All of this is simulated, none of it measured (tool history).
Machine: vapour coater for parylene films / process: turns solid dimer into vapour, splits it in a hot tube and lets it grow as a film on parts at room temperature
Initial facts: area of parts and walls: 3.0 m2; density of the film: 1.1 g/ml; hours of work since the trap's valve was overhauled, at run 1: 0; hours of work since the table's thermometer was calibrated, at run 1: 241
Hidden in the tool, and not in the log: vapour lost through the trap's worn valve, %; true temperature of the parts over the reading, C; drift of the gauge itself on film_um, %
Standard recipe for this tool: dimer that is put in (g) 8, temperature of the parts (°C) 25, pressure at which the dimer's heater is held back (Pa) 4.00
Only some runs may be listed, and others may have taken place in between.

| run | hour | dimer that is put in (g) | temperature of the parts (°C) | pressure at which the dimer's heater is held back (Pa) | hours of work since the trap's valve was overhauled | hours of work since the table's thermometer was calibrated | thickness of the film (nm) |
|---|---|---|---|---|---|---|---|
| 1 | 0.0 | 8 | 25 | 4.00 | 0 | 241 | 1220 |
| 2 | 16.4 | 8 | 25 | 4.00 | 7 | 247 | 1210 |
| 3 | 32.7 | 8 | 25 | 4.00 | 13 | 254 | 1240 |
| 4 | 53.7 | 8 | 25 | 4.00 | 22 | 263 | 1210 |
| 5 | 89.9 | 8 | 25 | 4.00 | 37 | 278 | 1240 |
| 6 | 108.5 | 8 | 25 | 4.00 | 44 | 285 | 1200 |
| 7 | 129.6 | 8 | 25 | 4.00 | 53 | 294 | 1220 |
| 8 | 154.7 | 8 | 24 | 4.86 | 63 | 304 | 1260 |
| 9 | 182.3 | 5 | 29 | 4.41 | 75 | 315 | 590 |
| 10 | 214.7 | 5 | 21 | 8.10 | 88 | 329 | 850 |
| 11 | 252.6 | 3 | 29 | 4.00 | 104 | 344 | 410 |
| 12 | 288.4 | 3 | 29 | 4.00 | 118 | 359 | 360 |
| 13 | 318.7 | 3 | 29 | 4.00 | 131 | 371 | 400 |

Forecast each of these 5 alternatives for the next run:
| A | 354.2 | 4 | 29 | 3.76 | 145 | 386 | ? |
| B | 354.2 | 3 | 29 | 4.49 | 145 | 386 | ? |
| C | 354.2 | 8 | 29 | 4.00 | 145 | 386 | ? |
| D | 354.2 | 5 | 19 | 4.00 | 145 | 386 | ? |
| E | 354.2 | 4 | 33 | 9.67 | 145 | 386 | ? |

| run | thickness of the film (nm) |
|---|---|
| A | 500 |
| B | 410 |
| C | 960 |
| D | 1000 |
| E | 370 |
Had the tool no hidden state, the same runs would have come out as:
| run | thickness of the film (nm) |
|---|---|
| A | 530 |
| B | 430 |
| C | 1020 |
| D | 1060 |
| E | 390 |

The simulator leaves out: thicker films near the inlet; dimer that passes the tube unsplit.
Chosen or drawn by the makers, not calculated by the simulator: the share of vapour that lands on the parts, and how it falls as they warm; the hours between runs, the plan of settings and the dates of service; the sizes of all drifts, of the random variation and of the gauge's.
